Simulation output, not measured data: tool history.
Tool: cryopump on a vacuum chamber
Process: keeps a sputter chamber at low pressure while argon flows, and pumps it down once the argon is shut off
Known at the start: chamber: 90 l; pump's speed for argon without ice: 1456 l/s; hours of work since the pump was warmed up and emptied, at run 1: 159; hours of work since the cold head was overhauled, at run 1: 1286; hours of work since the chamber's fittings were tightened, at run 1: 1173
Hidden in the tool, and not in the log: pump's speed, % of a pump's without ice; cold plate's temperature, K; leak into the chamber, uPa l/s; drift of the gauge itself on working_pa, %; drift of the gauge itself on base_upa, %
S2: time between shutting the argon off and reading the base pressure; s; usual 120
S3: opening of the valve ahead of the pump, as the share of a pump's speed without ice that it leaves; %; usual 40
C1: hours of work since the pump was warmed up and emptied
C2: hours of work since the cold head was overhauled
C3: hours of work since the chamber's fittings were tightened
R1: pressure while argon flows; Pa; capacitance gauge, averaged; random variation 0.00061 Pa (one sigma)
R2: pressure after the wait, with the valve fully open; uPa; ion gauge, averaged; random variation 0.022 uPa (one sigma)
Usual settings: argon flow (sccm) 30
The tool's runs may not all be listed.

Run 1, hour 0.0: usual settings; C1 159; C2 1286; C3 1173. Result: R1 0.0907 Pa, R2 1.47 uPa.
Run 2, hour 48.4: usual settings; C1 188; C2 1314; C3 1201. Result: R1 0.0918 Pa, R2 1.55 uPa.
Run 3, hour 126.3: usual settings; C1 233; C2 1360; C3 1247. Result: R1 0.0926 Pa, R2 1.54 uPa.
Run 4, hour 181.9: usual settings; C1 266; C2 1393; C3 1280. Result: R1 0.0934 Pa, R2 1.70 uPa.
Run 5, hour 235.7: usual settings; C1 298; C2 1425; C3 1312. Result: R1 0.0942 Pa, R2 1.68 uPa.
Run 6, hour 279.5: usual settings but S2 192 s; C1 324; C2 1450; C3 1337. Result: R1 0.0946 Pa, R2 1.60 uPa.
Run 7, hour 327.7: usual settings but S2 192 s; C1 352; C2 1479; C3 1366. Result: R1 0.0948 Pa, R2 1.65 uPa.
Run 8, hour 373.9: usual settings but S2 192 s; C1 379; C2 1506; C3 1393. Result: R1 0.0968 Pa, R2 1.70 uPa.
Run 9, hour 468.1: usual settings; C1 435; C2 1562; C3 1448. Result: R1 0.0978 Pa, R2 1.93 uPa.
Run 10, hour 539.4: usual settings but argon flow (sccm) 48, S2 92 s, S3 35 %; C1 477; C2 1604; C3 1490. Result: R1 0.1784 Pa, R2 2.20 uPa.
Run 11, hour 583.2: usual settings but S2 21 s, S3 43 %; C1 503; C2 1629; C3 1516. Result: R1 0.0931 Pa, R2 3.66 uPa.
At hour 615.1: pump warmed up, emptied and cooled again.
Run 12, hour 684.4: usual settings but argon flow (sccm) 22, S2 288 s, S3 28 %; C1 41; C2 1686; C3 1573. Result: R1 0.0921 Pa, R2 1.52 uPa.
Run 13, hour 768.5: usual settings but argon flow (sccm) 31, S2 57 s, S3 50 %; C1 90; C2 1736; C3 1622. Result: R1 0.0729 Pa, R2 2.12 uPa.
Run 14, hour 854.8: usual settings but argon flow (sccm) 31, S2 57 s, S3 50 %; C1 141; C2 1786; C3 1673. Result: R1 0.0759 Pa, R2 2.16 uPa.
Run 15, hour 895.2: usual settings but argon flow (sccm) 41, S2 57 s, S3 24 %; C1 165; C2 1810; C3 1697. Result: R1 0.2038 Pa, R2 2.24 uPa.
Run 16, hour 971.8: usual settings but argon flow (sccm) 41, S2 57 s, S3 24 %; C1 210; C2 1855; C3 1742. Result: R1 0.2036 Pa, R2 2.33 uPa.
Run 17, hour 1032.1: usual settings but argon flow (sccm) 16, S3 22 %; C1 246; C2 1891; C3 1778. Result: R1 0.0885 Pa, R2 2.06 uPa.
Run 18, hour 1124.2: usual settings but argon flow (sccm) 16, S3 22 %; C1 300; C2 1945; C3 1832. Result: R1 0.0874 Pa, R2 2.11 uPa.

5 ways to go on from here, each from the tool as it stands after run 18. What would each give?
Run A, hour 1173.6: usual settings but S2 211 s, S3 16 %; C1 329; C2 1974; C3 1861. Result: R1 ?, R2 ?.
Run B, hour 1173.6: usual settings but argon flow (sccm) 13; C1 329; C2 1974; C3 1861. Result: R1 ?, R2 ?.
Run C, hour 1173.6: usual settings but argon flow (sccm) 24; C1 329; C2 1974; C3 1861. Result: R1 ?, R2 ?.
Run D, hour 1173.6: usual settings but argon flow (sccm) 49, S2 69 s, S3 25 %; C1 329; C2 1974; C3 1861. Result: R1 ?, R2 ?.
Run E, hour 1173.6: usual settings but S3 53 %; C1 329; C2 1974; C3 1861. Result: R1 ?, R2 ?.

run      R1    R2
  A  0.2237  1.97
  B  0.0402  2.19
  C  0.0756  2.15
  D  0.2390  2.42
  E  0.0732  2.16
Without the tool's hidden state the same runs would have given:
run      R1    R2
  A  0.2159  0.36
  B  0.0369  0.55
  C  0.0694  0.54
  D  0.2263  0.79
  E  0.0654  0.53

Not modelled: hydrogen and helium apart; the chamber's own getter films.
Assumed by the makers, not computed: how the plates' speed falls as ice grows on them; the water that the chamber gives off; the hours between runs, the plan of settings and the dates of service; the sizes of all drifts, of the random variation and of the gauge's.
